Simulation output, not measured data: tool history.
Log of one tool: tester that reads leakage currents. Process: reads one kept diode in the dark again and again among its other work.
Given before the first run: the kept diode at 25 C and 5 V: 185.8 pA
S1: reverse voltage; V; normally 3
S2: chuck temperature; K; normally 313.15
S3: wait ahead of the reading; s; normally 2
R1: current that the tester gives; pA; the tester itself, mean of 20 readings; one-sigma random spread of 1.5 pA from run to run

run,hour,S1,S2,S3,R1
1,0,3,313.15,2,482.89
2,32.9,3,313.15,2,484.24
3,51.8,3,313.15,2,483.85
4,83.9,3,313.15,2,482.49
5,111.9,3,313.15,0.51,480.24
6,142.8,3,313.15,0.51,479.13
7,177.3,3,313.15,0.51,478.54
8,210.4,3,313.15,2,473.09
9,228,3,313.15,2,471.78
10,259.5,3,322.15,2,925.93
11,290.2,3,322.15,2,919.57
12,318.5,3,313.15,2,470.34
13,352.6,18.14,313.15,2,1122.61
14,369.7,18.14,313.15,1.62,1116.38
15,387.7,18.14,313.15,1.66,1116.15
16,410.6,18.14,313.15,1.66,1114.52
17,436.5,18.14,313.15,1.66,1106.49
18,471.8,18.14,313.15,1.66,1108.92
19,492.6,3,313.15,0.36,464.76
20,508.5,3,313.15,0.36,461.83
21,540.7,3,299.15,0.34,152.16
22,558.9,3,299.15,0.34,153.19
23,591.2,14.12,322.15,0.86,1888.28
24,607.4,14.12,322.15,0.86,1895.74
25,635,4.28,322.15,0.86,1060.47
26,668.6,4.28,322.15,0.86,1058.19
27,685.5,4.28,322.15,0.86,1054.71

What will run 28 give?
28,717.8,15.43,310.15,2,?

R1: 792.83 pA
Had the tool carried no hidden state, the very same run would have given R1 845.98 pA.
